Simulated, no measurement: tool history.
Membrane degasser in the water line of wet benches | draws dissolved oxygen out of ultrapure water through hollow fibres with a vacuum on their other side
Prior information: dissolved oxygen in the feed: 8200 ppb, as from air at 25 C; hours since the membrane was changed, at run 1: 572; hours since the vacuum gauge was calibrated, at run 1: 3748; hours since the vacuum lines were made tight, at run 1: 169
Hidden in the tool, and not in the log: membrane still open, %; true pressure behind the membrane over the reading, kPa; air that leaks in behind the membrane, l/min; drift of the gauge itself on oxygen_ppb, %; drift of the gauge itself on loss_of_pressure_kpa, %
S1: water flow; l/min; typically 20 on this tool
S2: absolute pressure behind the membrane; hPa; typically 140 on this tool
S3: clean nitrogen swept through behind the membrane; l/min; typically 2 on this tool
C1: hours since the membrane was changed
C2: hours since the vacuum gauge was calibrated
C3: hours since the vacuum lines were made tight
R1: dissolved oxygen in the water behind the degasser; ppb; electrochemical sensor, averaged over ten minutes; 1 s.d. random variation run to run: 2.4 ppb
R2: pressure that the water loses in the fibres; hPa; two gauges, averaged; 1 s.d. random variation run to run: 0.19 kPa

{"run": 1, "day": 0.0, "S1": 20, "S2": 140, "S3": 2, "C1": 572, "C2": 3748, "C3": 169, "R1": 302.8, "R2": 375.7}
{"run": 2, "day": 6.492, "S1": 19, "S2": 140, "S3": 2, "C1": 728, "C2": 3904, "C3": 325, "R1": 288.5, "R2": 354.9}
{"run": 3, "day": 11.458, "S1": 20, "S2": 140, "S3": 2, "C1": 847, "C2": 4023, "C3": 444, "R1": 307.1, "R2": 377.1}
{"run": 4, "day": 16.75, "S1": 20, "S2": 140, "S3": 2, "C1": 974, "C2": 4150, "C3": 571, "R1": 305.9, "R2": 374.6}
{"run": 5, "day": 22.133, "S1": 20, "S2": 140, "S3": 2, "C1": 1103, "C2": 4279, "C3": 700, "R1": 305.8, "R2": 376.7}
{"run": 6, "day": 33.025, "S1": 20, "S2": 140, "S3": 2, "C1": 1364, "C2": 4540, "C3": 962, "R1": 307.2, "R2": 378.4}
{"run": 7, "day": 42.967, "S1": 20, "S2": 140, "S3": 2, "C1": 1603, "C2": 4779, "C3": 1200, "R1": 306.1, "R2": 379.1}
{"run": 8, "day": 53.525, "S1": 17, "S2": 140, "S3": 2, "C1": 1856, "C2": 5032, "C3": 1454, "R1": 259.1, "R2": 321.9}
{"run": 9, "day": 60.875, "S1": 17, "S2": 140, "S3": 2, "C1": 2033, "C2": 5209, "C3": 1630, "R1": 264.3, "R2": 320}
{"run": 10, "day": 67.458, "S1": 17, "S2": 140, "S3": 2, "C1": 2191, "C2": 5367, "C3": 1788, "R1": 258.1, "R2": 321.2}
{"run": 11, "day": 72.288, "S1": 17, "S2": 140, "S3": 2, "C1": 2307, "C2": 5483, "C3": 1904, "R1": 258.5, "R2": 325.7}
{"run": 12, "day": 79.438, "S1": 17, "S2": 140, "S3": 2, "C1": 2478, "C2": 5654, "C3": 2076, "R1": 263.8, "R2": 324.8}
{"run": 13, "day": 86.112, "S1": 17, "S2": 172, "S3": 2, "C1": 2639, "C2": 5814, "C3": 2236, "R1": 321, "R2": 325.3}
{"run": 14, "day": 97.15, "S1": 17, "S2": 172, "S3": 2, "C1": 2903, "C2": 6079, "C3": 2501, "R1": 322.3, "R2": 324.3}
{"run": 15, "day": 104.408, "S1": 17, "S2": 172, "S3": 2, "C1": 3078, "C2": 6254, "C3": 2675, "R1": 321.5, "R2": 326.5}
{"run": 16, "day": 115.571, "S1": 17, "S2": 202, "S3": 2, "C1": 3346, "C2": 6521, "C3": 2943, "R1": 385.2, "R2": 324.1}
{"run": 17, "day": 124.729, "S1": 17, "S2": 172, "S3": 0.84, "C1": 3565, "C2": 6741, "C3": 3163, "R1": 643.3, "R2": 327}
{"run": 18, "day": 135.329, "S1": 14, "S2": 93, "S3": 3.96, "C1": 3820, "C2": 6996, "C3": 3417, "R1": 84.8, "R2": 269.8}
{"run": 19, "day": 144.396, "S1": 14, "S2": 93, "S3": 3.96, "C1": 4037, "C2": 7213, "C3": 3634, "R1": 85.2, "R2": 269.2}
{"run": 20, "day": 153.433, "S1": 14, "S2": 93, "S3": 3.96, "C1": 4254, "C2": 7430, "C3": 3851, "R1": 86, "R2": 269}
{"run": 21, "day": 158.792, "S1": 23, "S2": 112, "S3": 2, "C1": 4383, "C2": 7559, "C3": 3980, "R1": 295.9, "R2": 441.4}
{"run": 22, "day": 167.129, "S1": 14, "S2": 140, "S3": 2, "C1": 4583, "C2": 7759, "C3": 4180, "R1": 213.7, "R2": 268.1}
{"run": 23, "day": 176.383, "S1": 20, "S2": 215, "S3": 0.92, "C1": 4805, "C2": 7981, "C3": 4402, "R1": 867.4, "R2": 385.1}
{"run": 24, "day": 185.192, "S1": 20, "S2": 215, "S3": 0.92, "C1": 5016, "C2": 8192, "C3": 4614, "R1": 853.4, "R2": 388.4}
{"run": 25, "day": 192.238, "S1": 14, "S2": 215, "S3": 1.71, "C1": 5186, "C2": 8361, "C3": 4783, "R1": 384.1, "R2": 270.4}
{"run": 26, "day": 197.529, "S1": 20, "S2": 323, "S3": 2, "C1": 5313, "C2": 8488, "C3": 4910, "R1": 698.2, "R2": 387.6}
{"run": 27, "day": 207.562, "S1": 18, "S2": 151, "S3": 4.57, "C1": 5553, "C2": 8729, "C3": 5150, "R1": 171.1, "R2": 348.7}
{"day": 211.725, "done": "vacuum gauge calibrated"}
{"run": 28, "day": 216.925, "S1": 20, "S2": 86, "S3": 3.96, "C1": 5778, "C2": 125, "C3": 5375, "R1": 133, "R2": 385.3}
{"run": 29, "day": 221.617, "S1": 20, "S2": 203, "S3": 0.84, "C1": 5890, "C2": 237, "C3": 5487, "R1": 872.3, "R2": 387.8}
{"run": 30, "day": 231.412, "S1": 20, "S2": 245, "S3": 3.76, "C1": 6125, "C2": 472, "C3": 5722, "R1": 337.5, "R2": 387.7}
{"run": 31, "day": 238.488, "S1": 20, "S2": 245, "S3": 3.76, "C1": 6295, "C2": 642, "C3": 5892, "R1": 331.9, "R2": 388.6}
{"run": 32, "day": 245.892, "S1": 13, "S2": 254, "S3": 1.41, "C1": 6473, "C2": 820, "C3": 6070, "R1": 488.9, "R2": 255.1}

Some steps in R1 between neighbouring runs. How much of each would the tool show without its hidden state too (settings, what came in, random variation), and how much is left for the hidden state, with any gauge scatter that isn't in both results?
Run 17 -> 18: S1 17 -> 14, S2 172 -> 93, S3 0.84 -> 3.96. R1 -558.5 ppb: hidden state -9.2, all else -549.3.
Run 20 -> 21: S1 14 -> 23, S2 93 -> 112, S3 3.96 -> 2. R1 +209.9 ppb: hidden state +9.9, all else +200.
Run 22 -> 23: S1 14 -> 20, S2 140 -> 215, S3 2 -> 0.92. R1 +653.7 ppb: hidden state +10.9, all else +642.8.
Run 28 -> 29: S2 86 -> 203, S3 3.96 -> 0.84. R1 +739.3 ppb: hidden state +3.1, all else +736.2.
